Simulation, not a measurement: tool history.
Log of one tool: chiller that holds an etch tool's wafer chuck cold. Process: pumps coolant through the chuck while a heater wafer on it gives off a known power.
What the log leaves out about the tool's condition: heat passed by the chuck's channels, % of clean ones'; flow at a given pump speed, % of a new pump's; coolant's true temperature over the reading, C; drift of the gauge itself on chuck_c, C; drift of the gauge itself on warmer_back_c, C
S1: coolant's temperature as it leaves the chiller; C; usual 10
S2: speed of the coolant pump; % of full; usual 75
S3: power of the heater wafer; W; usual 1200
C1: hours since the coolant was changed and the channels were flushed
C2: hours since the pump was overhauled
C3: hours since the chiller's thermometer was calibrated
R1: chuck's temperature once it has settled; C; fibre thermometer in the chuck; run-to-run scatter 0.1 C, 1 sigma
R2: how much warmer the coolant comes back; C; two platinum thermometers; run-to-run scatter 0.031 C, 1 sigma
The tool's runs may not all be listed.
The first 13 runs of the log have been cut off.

Run 14, hour 989.4: usual settings but S1 11 C; C1 1505; C2 2643; C3 1853. Result: R1 23.7 C, R2 3.36 C.
Run 15, hour 1046.7: usual settings but S1 11 C; C1 1562; C2 2700; C3 1910. Result: R1 23.8 C, R2 3.35 C.
Run 16, hour 1137.6: usual settings but S1 11 C; C1 1653; C2 2791; C3 2001. Result: R1 23.8 C, R2 3.33 C.
Run 17, hour 1204.1: usual settings but S1 9 C, S3 796 W; C1 1720; C2 2858; C3 2068. Result: R1 17.8 C, R2 2.24 C.
Run 18, hour 1257.2: usual settings but S1 18 C, S3 1319 W; C1 1773; C2 2911; C3 2121. Result: R1 32.2 C, R2 3.66 C.
Run 19, hour 1301.8: usual settings but S1 18 C, S3 1319 W; C1 1818; C2 2955; C3 2166. Result: R1 32.4 C, R2 3.69 C.
At hour 1309.9: chiller's thermometer calibrated.
Run 20, hour 1381.3: usual settings but S2 80 % of full; C1 1896; C2 3034; C3 71. Result: R1 22.5 C, R2 3.12 C.
Run 21, hour 1436.8: usual settings but S1 1 C, S3 1489 W; C1 1952; C2 3089; C3 127. Result: R1 17.8 C, R2 4.18 C.
Run 22, hour 1517.7: usual settings but S2 62 % of full, S3 925 W; C1 2032; C2 3170; C3 208. Result: R1 22.4 C, R2 3.14 C.
Run 23, hour 1565.7: usual settings but S1 11 C, S2 84 % of full, S3 1679 W; C1 2080; C2 3218; C3 256. Result: R1 27.9 C, R2 4.25 C.
At hour 1590.4: chiller's thermometer calibrated, once more.
Run 24, hour 1654.1: usual settings but S1 11 C, S3 819 W; C1 2168; C2 3306; C3 64. Result: R1 19.9 C, R2 2.32 C.
Run 25, hour 1736.5: usual settings but S1 11 C, S2 88 % of full, S3 819 W; C1 2250; C2 3388; C3 146. Result: R1 18.9 C, R2 1.93 C.
Run 26, hour 1794.9: usual settings but S1 11 C, S2 88 % of full, S3 819 W; C1 2309; C2 3446; C3 204. Result: R1 18.7 C, R2 1.93 C.
Run 27, hour 1882.5: usual settings but S1 12 C, S2 61 % of full; C1 2396; C2 3534; C3 292. Result: R1 28 C, R2 4.25 C.
Run 28, hour 1989.1: usual settings but S1 16 C, S2 88 % of full; C1 2503; C2 3641; C3 399. Result: R1 27.5 C, R2 2.99 C.
Run 29, hour 2072.1: usual settings but S1 17 C, S2 98 % of full; C1 2586; C2 3724; C3 482. Result: R1 27.6 C, R2 2.59 C.
Run 30, hour 2148.2: usual settings but S1 17 C, S2 98 % of full; C1 2662; C2 3800; C3 558. Result: R1 27.8 C, R2 2.65 C.
Run 31, hour 2224.2: usual settings but S1 17 C, S2 98 % of full; C1 2738; C2 3876; C3 634. Result: R1 28.1 C, R2 2.61 C.

Branching from run 31: 3 alternative next runs. What would each branch give?
Run A, hour 2314.8: usual settings but S1 17 C, S2 66 % of full, S3 604 W; C1 2828; C2 3966; C3 724. Result: R1 ?, R2 ?.
Run B, hour 2314.8: usual settings but S1 6 C, S3 917 W; C1 2828; C2 3966; C3 724. Result: R1 ?, R2 ?.
Run C, hour 2314.8: usual settings but S1 0 C, S2 91 % of full, S3 1659 W; C1 2828; C2 3966; C3 724. Result: R1 ?, R2 ?.

run    R1    R2
  A  25.1  1.94
  B  16.7  2.64
  C  16.1  3.91
Stripped of hidden state, with their random variation kept, the same runs would have yielded:
run    R1    R2
  A  23.2  1.72
  B  14.2  2.36
  C  12.3  3.49
